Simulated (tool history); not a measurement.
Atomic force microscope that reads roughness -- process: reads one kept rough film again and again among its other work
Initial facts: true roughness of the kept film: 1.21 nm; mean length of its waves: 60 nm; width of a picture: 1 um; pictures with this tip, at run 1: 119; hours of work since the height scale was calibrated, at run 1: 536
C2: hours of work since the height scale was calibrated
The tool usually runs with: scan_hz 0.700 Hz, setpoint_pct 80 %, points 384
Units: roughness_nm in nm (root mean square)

run 1 day=0.000 | scan_hz=0.700 setpoint_pct=80 points=384 | pictures_with_this_tip=119 C2=536 | roughness_nm=1.140
-- day=0.567 new tip fitted
run 2 day=0.833 | scan_hz=3.318 setpoint_pct=80 points=384 | pictures_with_this_tip=11 C2=547 | roughness_nm=1.016
run 3 day=1.542 | scan_hz=3.318 setpoint_pct=80 points=384 | pictures_with_this_tip=40 C2=556 | roughness_nm=1.012
run 4 day=2.883 | scan_hz=3.318 setpoint_pct=80 points=384 | pictures_with_this_tip=95 C2=574 | roughness_nm=1.002
run 5 day=3.542 | scan_hz=0.700 setpoint_pct=80 points=384 | pictures_with_this_tip=122 C2=583 | roughness_nm=1.141
-- day=4.067 new tip fitted
run 6 day=4.338 | scan_hz=0.700 setpoint_pct=80 points=384 | pictures_with_this_tip=11 C2=594 | roughness_nm=1.157
run 7 day=5.292 | scan_hz=0.700 setpoint_pct=80 points=384 | pictures_with_this_tip=50 C2=607 | roughness_nm=1.147
run 8 day=6.258 | scan_hz=0.700 setpoint_pct=80 points=384 | pictures_with_this_tip=90 C2=620 | roughness_nm=1.147
run 9 day=7.304 | scan_hz=0.700 setpoint_pct=80 points=384 | pictures_with_this_tip=133 C2=634 | roughness_nm=1.135
-- day=7.617 new tip fitted
run 10 day=8.525 | scan_hz=0.700 setpoint_pct=80 points=384 | pictures_with_this_tip=37 C2=650 | roughness_nm=1.136
run 11 day=9.838 | scan_hz=0.704 setpoint_pct=73 points=384 | pictures_with_this_tip=91 C2=667 | roughness_nm=1.153
run 12 day=10.604 | scan_hz=0.585 setpoint_pct=80 points=384 | pictures_with_this_tip=122 C2=678 | roughness_nm=1.145
-- day=11.179 new tip fitted
run 13 day=11.304 | scan_hz=0.700 setpoint_pct=80 points=350 | pictures_with_this_tip=5 C2=687 | roughness_nm=1.149
run 14 day=12.021 | scan_hz=0.680 setpoint_pct=61 points=607 | pictures_with_this_tip=35 C2=696 | roughness_nm=1.178
run 15 day=13.267 | scan_hz=1.030 setpoint_pct=72 points=951 | pictures_with_this_tip=86 C2=713 | roughness_nm=1.136
run 16 day=14.342 | scan_hz=0.619 setpoint_pct=72 points=571 | pictures_with_this_tip=130 C2=728 | roughness_nm=1.154
-- day=14.625 new tip fitted
run 17 day=15.612 | scan_hz=1.395 setpoint_pct=66 points=287 | pictures_with_this_tip=40 C2=744 | roughness_nm=1.139
run 18 day=16.854 | scan_hz=0.700 setpoint_pct=62 points=384 | pictures_with_this_tip=91 C2=761 | roughness_nm=1.165

Run 19 has not been measured yet. What should we expect?
-- day=18.112 new tip fitted
run 19 day=18.112 | scan_hz=0.700 setpoint_pct=62 points=384 | pictures_with_this_tip=0 C2=778 | roughness_nm=?

For run 19 the tool returned roughness_nm 1.173 nm (root mean square).
With no hidden state in the tool, this same run would have given roughness_nm 1.178 nm (root mean square).
